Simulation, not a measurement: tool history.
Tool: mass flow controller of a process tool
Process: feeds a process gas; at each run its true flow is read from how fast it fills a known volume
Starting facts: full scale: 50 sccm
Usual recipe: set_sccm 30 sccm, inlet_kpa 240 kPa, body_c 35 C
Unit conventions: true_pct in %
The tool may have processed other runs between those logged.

| run | hour | set_sccm | inlet_kpa | body_c | true_pct |
|---|---|---|---|---|---|
| 1 | 0 | 30 | 240 | 35 | 98.34 |
| 2 | 98.1 | 30 | 240 | 35 | 98.34 |
| 3 | 254.8 | 30 | 240 | 27 | 98.7 |
| 4 | 433 | 11 | 240 | 27 | 95.72 |
| 5 | 589 | 11 | 240 | 27 | 95.6 |
| 6 | 725.1 | 7 | 240 | 35 | 92.33 |

What will run 7 give?
| 7 | 896 | 7 | 240 | 35 | ? |

{"run 7": {"true_pct": 92.2}}
Minus the tool's unlogged condition, the same run would have read true_pct 98.33 %.
